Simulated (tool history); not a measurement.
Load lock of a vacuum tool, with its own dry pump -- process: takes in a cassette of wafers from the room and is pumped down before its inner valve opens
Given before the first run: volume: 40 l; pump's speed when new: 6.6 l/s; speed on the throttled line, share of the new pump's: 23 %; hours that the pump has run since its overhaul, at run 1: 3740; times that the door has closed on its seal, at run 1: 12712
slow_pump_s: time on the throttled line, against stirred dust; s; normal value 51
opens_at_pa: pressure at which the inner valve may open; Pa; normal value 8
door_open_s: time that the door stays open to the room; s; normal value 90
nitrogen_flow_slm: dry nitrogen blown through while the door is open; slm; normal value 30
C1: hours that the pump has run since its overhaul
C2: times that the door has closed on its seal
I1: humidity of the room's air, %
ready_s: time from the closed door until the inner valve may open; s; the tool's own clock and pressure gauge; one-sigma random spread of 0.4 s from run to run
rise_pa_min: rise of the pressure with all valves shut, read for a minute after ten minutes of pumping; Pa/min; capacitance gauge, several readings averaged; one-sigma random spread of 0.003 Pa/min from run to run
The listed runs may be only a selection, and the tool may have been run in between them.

{"run": 1, "hour": 0.0, "slow_pump_s": 51, "opens_at_pa": 8, "door_open_s": 90, "nitrogen_flow_slm": 30, "C1": 3740, "C2": 12712, "I1": 44.6, "ready_s": 98.8, "rise_pa_min": 0.196}
{"run": 2, "hour": 54.8, "slow_pump_s": 51, "opens_at_pa": 8, "door_open_s": 90, "nitrogen_flow_slm": 30, "C1": 3794, "C2": 12969, "I1": 44.2, "ready_s": 99.9, "rise_pa_min": 0.199}
{"run": 3, "hour": 124.3, "slow_pump_s": 51, "opens_at_pa": 8, "door_open_s": 90, "nitrogen_flow_slm": 30, "C1": 3864, "C2": 13294, "I1": 45.4, "ready_s": 100.4, "rise_pa_min": 0.206}
{"run": 4, "hour": 210.1, "slow_pump_s": 38, "opens_at_pa": 8, "door_open_s": 90, "nitrogen_flow_slm": 30, "C1": 3950, "C2": 13696, "I1": 44.5, "ready_s": 89.5, "rise_pa_min": 0.216}
{"run": 5, "hour": 301.8, "slow_pump_s": 51, "opens_at_pa": 8, "door_open_s": 90, "nitrogen_flow_slm": 30, "C1": 4041, "C2": 14125, "I1": 46.0, "ready_s": 99.3, "rise_pa_min": 0.224}
{"run": 6, "hour": 351.5, "slow_pump_s": 51, "opens_at_pa": 8, "door_open_s": 90, "nitrogen_flow_slm": 30, "C1": 4091, "C2": 14358, "I1": 46.5, "ready_s": 100.2, "rise_pa_min": 0.225}
{"run": 7, "hour": 402.0, "slow_pump_s": 52, "opens_at_pa": 8, "door_open_s": 90, "nitrogen_flow_slm": 30, "C1": 4142, "C2": 14594, "I1": 45.2, "ready_s": 100.8, "rise_pa_min": 0.234}
{"run": 8, "hour": 459.3, "slow_pump_s": 52, "opens_at_pa": 8, "door_open_s": 90, "nitrogen_flow_slm": 30, "C1": 4199, "C2": 14863, "I1": 48.5, "ready_s": 100.5, "rise_pa_min": 0.241}
{"run": 9, "hour": 507.2, "slow_pump_s": 51, "opens_at_pa": 8, "door_open_s": 90, "nitrogen_flow_slm": 30, "C1": 4247, "C2": 15087, "I1": 46.0, "ready_s": 100.1, "rise_pa_min": 0.245}
{"run": 10, "hour": 551.5, "slow_pump_s": 51, "opens_at_pa": 8, "door_open_s": 90, "nitrogen_flow_slm": 30, "C1": 4291, "C2": 15294, "I1": 43.4, "ready_s": 99.6, "rise_pa_min": 0.249}
{"run": 11, "hour": 611.4, "slow_pump_s": 50, "opens_at_pa": 8, "door_open_s": 90, "nitrogen_flow_slm": 30, "C1": 4351, "C2": 15574, "I1": 46.2, "ready_s": 99.6, "rise_pa_min": 0.256}
{"run": 12, "hour": 662.2, "slow_pump_s": 82, "opens_at_pa": 11, "door_open_s": 90, "nitrogen_flow_slm": 13, "C1": 4402, "C2": 15812, "I1": 43.3, "ready_s": 121.1, "rise_pa_min": 0.275}
{"run": 13, "hour": 706.8, "slow_pump_s": 82, "opens_at_pa": 11, "door_open_s": 90, "nitrogen_flow_slm": 13, "C1": 4446, "C2": 16021, "I1": 47.6, "ready_s": 121.8, "rise_pa_min": 0.287}
{"run": 14, "hour": 801.9, "slow_pump_s": 82, "opens_at_pa": 9, "door_open_s": 90, "nitrogen_flow_slm": 9, "C1": 4542, "C2": 16466, "I1": 47.7, "ready_s": 123.0, "rise_pa_min": 0.299}
{"run": 15, "hour": 847.3, "slow_pump_s": 42, "opens_at_pa": 8, "door_open_s": 90, "nitrogen_flow_slm": 22, "C1": 4587, "C2": 16679, "I1": 48.0, "ready_s": 93.4, "rise_pa_min": 0.286}
{"run": 16, "hour": 900.8, "slow_pump_s": 42, "opens_at_pa": 8, "door_open_s": 110, "nitrogen_flow_slm": 22, "C1": 4640, "C2": 16929, "I1": 45.0, "ready_s": 93.8, "rise_pa_min": 0.29}
{"run": 17, "hour": 990.4, "slow_pump_s": 26, "opens_at_pa": 12, "door_open_s": 155, "nitrogen_flow_slm": 22, "C1": 4730, "C2": 17349, "I1": 40.9, "ready_s": 79.1, "rise_pa_min": 0.31}
{"run": 18, "hour": 1039.9, "slow_pump_s": 26, "opens_at_pa": 12, "door_open_s": 155, "nitrogen_flow_slm": 22, "C1": 4780, "C2": 17581, "I1": 44.9, "ready_s": 78.6, "rise_pa_min": 0.327}
{"run": 19, "hour": 1081.3, "slow_pump_s": 51, "opens_at_pa": 8, "door_open_s": 168, "nitrogen_flow_slm": 30, "C1": 4821, "C2": 17774, "I1": 43.9, "ready_s": 99.9, "rise_pa_min": 0.325}

Some steps in ready_s between neighbouring runs. How much of each would the tool show without its hidden state too (settings, what came in, random variation), and how much is left for the hidden state, with any gauge scatter that isn't in both results?
What the log doesn't record here: pump's speed, % of a new pump's; leak at the door's seal, Pa l/s; drift of the gauge itself on ready_s, %; drift of the gauge itself on rise_pa_min, %.
Run 14 -> 15: slow_pump_s 82 -> 42, opens_at_pa 9 -> 8, nitrogen_flow_slm 9 -> 22. ready_s -29.6 s: hidden state +0.7, all else -30.3.
